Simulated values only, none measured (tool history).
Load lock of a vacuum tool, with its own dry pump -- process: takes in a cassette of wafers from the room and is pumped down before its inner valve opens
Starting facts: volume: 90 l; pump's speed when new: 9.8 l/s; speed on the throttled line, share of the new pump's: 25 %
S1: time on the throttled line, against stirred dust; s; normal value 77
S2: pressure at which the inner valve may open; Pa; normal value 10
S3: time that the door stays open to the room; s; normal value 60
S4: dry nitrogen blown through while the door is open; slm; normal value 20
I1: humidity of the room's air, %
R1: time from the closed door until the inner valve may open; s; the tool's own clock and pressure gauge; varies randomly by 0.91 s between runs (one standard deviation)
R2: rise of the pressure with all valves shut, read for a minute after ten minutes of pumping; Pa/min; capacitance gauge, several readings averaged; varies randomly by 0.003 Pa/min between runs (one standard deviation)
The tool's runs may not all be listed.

| run | hour | S1 | S2 | S3 | S4 | I1 | R1 | R2 |
|---|---|---|---|---|---|---|---|---|
| 1 | 0 | 77 | 10 | 60 | 20 | 44 | 143 | 0.014 |
| 2 | 91.1 | 77 | 11 | 60 | 20 | 46.5 | 143 | 0.017 |
| 3 | 219.2 | 77 | 10 | 60 | 15 | 40.7 | 142.7 | 0.01 |
| 4 | 345.5 | 77 | 10 | 60 | 15 | 44.5 | 142.7 | 0.015 |
| 5 | 430.2 | 77 | 10 | 60 | 15 | 46.9 | 143.5 | 0.013 |
| 6 | 530.4 | 77 | 10 | 60 | 15 | 48 | 143.8 | 0.013 |
| 7 | 600.5 | 77 | 10 | 60 | 20 | 46.7 | 144 | 0.015 |
| 8 | 738 | 77 | 10 | 60 | 20 | 45.3 | 143.6 | 0.016 |
| 9 | 821 | 77 | 20 | 60 | 20 | 47.2 | 138.1 | 0.015 |
| 10 | 935.1 | 77 | 20 | 60 | 20 | 47.8 | 136.1 | 0.014 |
| 11 | 1046.4 | 77 | 17 | 60 | 20 | 45.5 | 139.9 | 0.009 |
| 12 | 1188.7 | 77 | 17 | 60 | 20 | 48.9 | 139.6 | 0.019 |
| 13 | 1315.7 | 77 | 10 | 60 | 20 | 43.8 | 144.2 | 0.013 |
| 14 | 1398 | 77 | 10 | 238 | 20 | 47.3 | 143.9 | 0.032 |
| 15 | 1468 | 77 | 10 | 60 | 20 | 48.5 | 144.5 | 0.015 |
| 16 | 1542.9 | 77 | 10 | 60 | 20 | 48.5 | 144.4 | 0.015 |
| 17 | 1679 | 77 | 10 | 60 | 20 | 44.1 | 147 | 0.018 |
| 18 | 1767.1 | 77 | 10 | 60 | 20 | 44.6 | 146.6 | 0.014 |
| 19 | 1880.7 | 94 | 10 | 60 | 20 | 47.5 | 157.6 | 0.019 |
| 20 | 1948.6 | 126 | 10 | 60 | 19 | 40 | 182.4 | 0.012 |
| 21 | 2047.7 | 126 | 10 | 60 | 19 | 43.6 | 182.3 | 0.008 |
| 22 | 2131.7 | 126 | 10 | 60 | 19 | 43.7 | 182.1 | 0.015 |
| 23 | 2271.2 | 106 | 10 | 66 | 19 | 44.6 | 167.7 | 0.011 |
| 24 | 2411 | 77 | 10 | 105 | 27 | 45.6 | 145.9 | 0.015 |
| 25 | 2533.6 | 77 | 10 | 105 | 27 | 45.9 | 147.1 | 0.019 |
| 26 | 2664.7 | 50 | 8 | 105 | 27 | 44.8 | 129.8 | 0.022 |
| 27 | 2733.1 | 91 | 10 | 60 | 16 | 45.4 | 158.7 | 0.018 |
| 28 | 2846.7 | 77 | 14 | 60 | 6 | 46.3 | 144.6 | 0.028 |
| 29 | 2977.6 | 107 | 12 | 42 | 20 | 47.3 | 167.3 | 0.014 |
| 30 | 3041.6 | 77 | 10 | 60 | 20 | 45.9 | 148.1 | 0.013 |
| 31 | 3115.5 | 77 | 10 | 60 | 20 | 43.7 | 148.6 | 0.016 |
| 32 | 3239.2 | 77 | 10 | 60 | 20 | 45.9 | 149.3 | 0.021 |
| 33 | 3310.1 | 73 | 10 | 60 | 6 | 48.4 | 146.5 | 0.031 |
| 34 | 3402.6 | 73 | 10 | 60 | 6 | 43.1 | 146.7 | 0.023 |
| 35 | 3476.5 | 73 | 15 | 60 | 6 | 46.4 | 140.9 | 0.027 |
| 36 | 3557.5 | 73 | 15 | 82 | 21 | 43.6 | 141.7 | 0.021 |
| 37 | 3625.3 | 47 | 16 | 82 | 22 | 46.8 | 123.2 | 0.019 |

3 ways to go on from here, each from the tool as it stands after run 37. What would each give?
| A | 3765.1 | 68 | 10 | 60 | 20 | 46.8 | ? | ? |
| B | 3765.1 | 77 | 16 | 60 | 20 | 44.5 | ? | ? |
| C | 3765.1 | 153 | 14 | 202 | 20 | 41 | ? | ? |

| run | R1 | R2 |
|---|---|---|
| A | 142.4 | 0.017 |
| B | 145.8 | 0.02 |
| C | 199.5 | 0.026 |
The same runs, with their run-to-run variation unchanged, on a tool lacking any hidden condition would have given:
| run | R1 | R2 |
|---|---|---|
| A | 135.5 | 0.01 |
| B | 139.8 | 0.012 |
| C | 195.3 | 0.018 |
